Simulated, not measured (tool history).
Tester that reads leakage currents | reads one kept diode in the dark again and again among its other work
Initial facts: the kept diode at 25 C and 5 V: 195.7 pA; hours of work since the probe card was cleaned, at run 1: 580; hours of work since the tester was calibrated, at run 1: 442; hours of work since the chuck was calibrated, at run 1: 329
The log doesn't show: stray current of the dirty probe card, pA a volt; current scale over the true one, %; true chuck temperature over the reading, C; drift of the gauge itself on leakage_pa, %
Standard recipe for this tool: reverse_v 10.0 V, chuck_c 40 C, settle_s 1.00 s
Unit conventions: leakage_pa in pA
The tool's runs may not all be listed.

run     day  reverse_v  chuck_c  settle_s  hours of work since the probe card was cleaned  hours of work since the tester was calibrated  hours of work since the chuck was calibrated  leakage_pa
  1   0.000       10.0       40      1.00                                             580                                            442                                           329      822.23
  2   1.675       10.0       40      0.54                                             600                                            462                                           349      818.51
  3   3.225       10.0       40      1.00                                             619                                            480                                           367      814.73
  4   4.233       10.0       40      1.00                                             631                                            492                                           379      816.26
  5   5.854       10.0       40      1.00                                             650                                            512                                           398      817.75
  6   7.521       10.0       40      1.00                                             670                                            531                                           418      814.77
  7   9.488       10.0       40      1.00                                             693                                            555                                           441      809.86
  8  11.488       10.0       40      1.00                                             717                                            578                                           465      812.86
  9  13.529       10.0       40      1.00                                             741                                            603                                           489      808.11
 10  15.683       10.0       40      1.00                                             766                                            628                                           515      807.81
 11  17.488       10.0       40      1.00                                             788                                            650                                           536      805.84
 12  19.296       10.0       34      1.00                                             809                                            671                                           558      536.44
 13  21.404       10.0       40      0.57                                             834                                            696                                           583      809.26
 14  22.721       10.0       40      0.57                                             850                                            712                                           598      810.76
 15  23.692       10.0       40      0.57                                             861                                            723                                           610      809.81
 16  24.867        3.3       40      1.00                                             875                                            737                                           624      434.57
 17  26.500        3.3       40      1.00                                             895                                            756                                           643      434.07
 18  27.462        3.3       40      1.00                                             906                                            768                                           655      434.82
 19  28.904       10.0       35      1.00                                             923                                            785                                           672      565.44
 20  30.233       10.0       35      1.55                                             939                                            801                                           688      565.53
 21  32.292        2.6       51      3.19                                             963                                            825                                           712      786.28
 22  34.442       17.5       57      2.19                                             989                                            851                                           737     3253.53
 23  35.492       17.5       57      2.19                                            1001                                            863                                           750     3268.65
 24  37.529       17.5       57      2.19                                            1026                                            887                                           774     3239.63
 25  38.558        3.1       36      1.72                                            1038                                            900                                           786      316.51
 26  40.704        3.1       36      1.72                                            1063                                            925                                           812      313.33
 27  42.154        4.3       22      1.59                                            1080                                            942                                           829      136.98
 28  44.150        4.3       22      1.59                                            1104                                            966                                           853      137.42
 29  45.292        2.2       29      1.59                                            1118                                            979                                           866      156.50
 30  47.450       10.1       29      2.17                                            1143                                           1005                                           892      371.56
 31  49.546       17.0       50      0.36                                            1168                                           1030                                           917     2057.33
 32  50.662       17.0       50      4.77                                            1181                                           1043                                           930     2043.15
 33  51.596       17.0       50      4.77                                            1192                                           1054                                           941     2055.61
 34  52.679        3.5       26      0.73                                            1205                                           1067                                           954      163.69
 35  54.508        4.2       31      0.73                                            1227                                           1089                                           975      257.94
 36  56.067       10.0       40      0.62                                            1245                                           1107                                           994      787.21
 37  57.142        2.1       40      3.23                                            1258                                           1120                                          1007      330.76
 38  58.746        1.9       52      8.34                                            1277                                           1139                                          1026      688.68
 39  59.800        3.9       40      2.00                                            1290                                           1151                                          1038      460.90

Consider 5 possible next runs. They are alternatives, not a sequence: every one starts from the tool as it was left by run 39. What does each give?
  A  61.392        2.0       59      2.00                                            1309                                           1170                                          1057           ?
  B  61.392        1.1       38      5.99                                            1309                                           1170                                          1057           ?
  C  61.392        3.9       23      2.00                                            1309                                           1170                                          1057           ?
  D  61.392        3.9       47      2.00                                            1309                                           1170                                          1057           ?
  E  61.392        1.1       40      2.00                                            1309                                           1170                                          1057           ?

run  leakage_pa
  A     1098.57
  B      200.66
  C      137.74
  D      739.41
  E      229.60
Without the tool's unlogged condition, the same runs would have read:
run  leakage_pa
  A     1189.17
  B      218.72
  C      146.77
  D      801.78
  E      250.20

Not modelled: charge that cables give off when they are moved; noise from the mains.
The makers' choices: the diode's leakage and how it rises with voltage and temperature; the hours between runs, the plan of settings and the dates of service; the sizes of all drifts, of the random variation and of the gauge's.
